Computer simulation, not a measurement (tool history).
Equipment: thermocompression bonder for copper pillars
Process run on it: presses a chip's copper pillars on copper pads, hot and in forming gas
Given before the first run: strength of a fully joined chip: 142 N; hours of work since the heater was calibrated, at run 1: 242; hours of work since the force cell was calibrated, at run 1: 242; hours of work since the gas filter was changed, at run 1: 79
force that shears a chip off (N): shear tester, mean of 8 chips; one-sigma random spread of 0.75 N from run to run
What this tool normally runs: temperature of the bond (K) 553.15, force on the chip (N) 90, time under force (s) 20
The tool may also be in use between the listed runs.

| run | day | temperature of the bond (K) | force on the chip (N) | time under force (s) | hours of work since the heater was calibrated | hours of work since the force cell was calibrated | hours of work since the gas filter was changed | force that shears a chip off (N) |
|---|---|---|---|---|---|---|---|---|
| 1 | 0.000 | 553.15 | 90 | 20 | 242 | 242 | 79 | 56.4 |
| 2 | 1.171 | 553.15 | 90 | 20 | 257 | 257 | 93 | 56.6 |
| 3 | 2.346 | 553.15 | 90 | 20 | 271 | 271 | 108 | 55.5 |
| 4 | 4.183 | 553.15 | 90 | 20 | 294 | 294 | 130 | 56.2 |
| 5 | 6.658 | 553.15 | 90 | 20 | 325 | 325 | 161 | 56.8 |
| 6 | 8.800 | 553.15 | 90 | 41 | 351 | 351 | 187 | 72.1 |
|  | 9.617 | forming gas filter changed |
| 7 | 11.162 | 553.15 | 90 | 41 | 380 | 380 | 19 | 72.2 |
| 8 | 12.358 | 579.15 | 90 | 20 | 395 | 395 | 34 | 75.1 |
| 9 | 14.075 | 553.15 | 90 | 20 | 416 | 416 | 55 | 56.0 |
| 10 | 16.233 | 553.15 | 90 | 13 | 442 | 442 | 82 | 46.3 |
| 11 | 17.912 | 553.15 | 90 | 13 | 463 | 463 | 102 | 46.3 |
| 12 | 19.429 | 553.15 | 90 | 13 | 482 | 482 | 121 | 47.8 |
| 13 | 20.600 | 553.15 | 90 | 13 | 496 | 496 | 136 | 47.4 |
| 14 | 23.050 | 553.15 | 90 | 13 | 527 | 527 | 166 | 47.2 |
| 15 | 24.162 | 553.15 | 90 | 13 | 540 | 540 | 179 | 48.5 |
| 16 | 25.525 | 553.15 | 90 | 44 | 557 | 557 | 196 | 74.9 |
|  | 25.775 | forming gas filter changed |
| 17 | 26.983 | 553.15 | 85 | 20 | 575 | 575 | 15 | 52.7 |
| 18 | 28.450 | 550.15 | 90 | 20 | 593 | 593 | 33 | 53.1 |
| 19 | 30.200 | 550.15 | 90 | 20 | 615 | 615 | 55 | 52.2 |
| 20 | 31.475 | 550.15 | 90 | 20 | 630 | 630 | 70 | 52.6 |
| 21 | 33.450 | 550.15 | 90 | 20 | 655 | 655 | 95 | 54.7 |
| 22 | 34.704 | 553.15 | 77 | 24 | 670 | 670 | 110 | 51.7 |
| 23 | 36.075 | 553.15 | 77 | 24 | 687 | 687 | 127 | 50.4 |
| 24 | 38.025 | 563.15 | 73 | 38 | 711 | 711 | 151 | 65.0 |
| 25 | 39.408 | 563.15 | 73 | 38 | 728 | 728 | 168 | 62.6 |
| 26 | 41.525 | 553.15 | 71 | 47 | 754 | 754 | 194 | 59.2 |
|  | 41.917 | forming gas filter changed |
| 27 | 43.146 | 553.15 | 90 | 55 | 774 | 774 | 15 | 80.6 |
| 28 | 45.600 | 553.15 | 90 | 55 | 804 | 804 | 45 | 80.2 |
| 29 | 47.612 | 562.15 | 63 | 25 | 829 | 829 | 70 | 46.1 |
| 30 | 49.850 | 553.15 | 68 | 16 | 857 | 857 | 98 | 36.4 |
| 31 | 52.121 | 581.15 | 61 | 19 | 885 | 885 | 126 | 49.3 |
| 32 | 53.450 | 530.15 | 67 | 55 | 901 | 901 | 142 | 45.4 |
|  | 54.054 | heater calibrated with a thermocouple chip |
| 33 | 55.688 | 540.15 | 94 | 30 | 20 | 928 | 169 | 58.2 |
| 34 | 57.792 | 563.15 | 111 | 23 | 46 | 954 | 195 | 78.8 |
|  | 58.100 | forming gas filter changed |
| 35 | 59.208 | 563.15 | 101 | 17 | 63 | 971 | 14 | 66.4 |
| 36 | 61.050 | 549.15 | 65 | 18 | 86 | 994 | 36 | 36.2 |
| 37 | 62.862 | 562.15 | 90 | 17 | 108 | 1016 | 59 | 57.9 |
| 38 | 64.588 | 529.15 | 127 | 11 | 130 | 1037 | 80 | 47.6 |
| 39 | 66.750 | 560.15 | 127 | 23 | 156 | 1064 | 107 | 88.2 |

Hidden state at the last listed run before each entry between runs and at the first one after, where it differs:
Runs 6 to 7: forming gas filter changed (day 9.617)
  oxide that the forming gas leaves, % of the face: 0.88 -> 0.54
Runs 16 to 17: forming gas filter changed (day 25.775)
  oxide that the forming gas leaves, % of the face: 0.88 -> 0.53
Runs 26 to 27: forming gas filter changed (day 41.917)
  oxide that the forming gas leaves, % of the face: 0.88 -> 0.53
Runs 32 to 33: heater calibrated with a thermocouple chip (day 54.054)
  true temperature of the bond over the reading, C: -0.3 -> 0; oxide that the forming gas leaves, % of the face: 0.77 -> 0.82
Runs 34 to 35: forming gas filter changed (day 58.100)
  true temperature of the bond over the reading, C: 0 -> -0.1; oxide that the forming gas leaves, % of the face: 0.87 -> 0.53
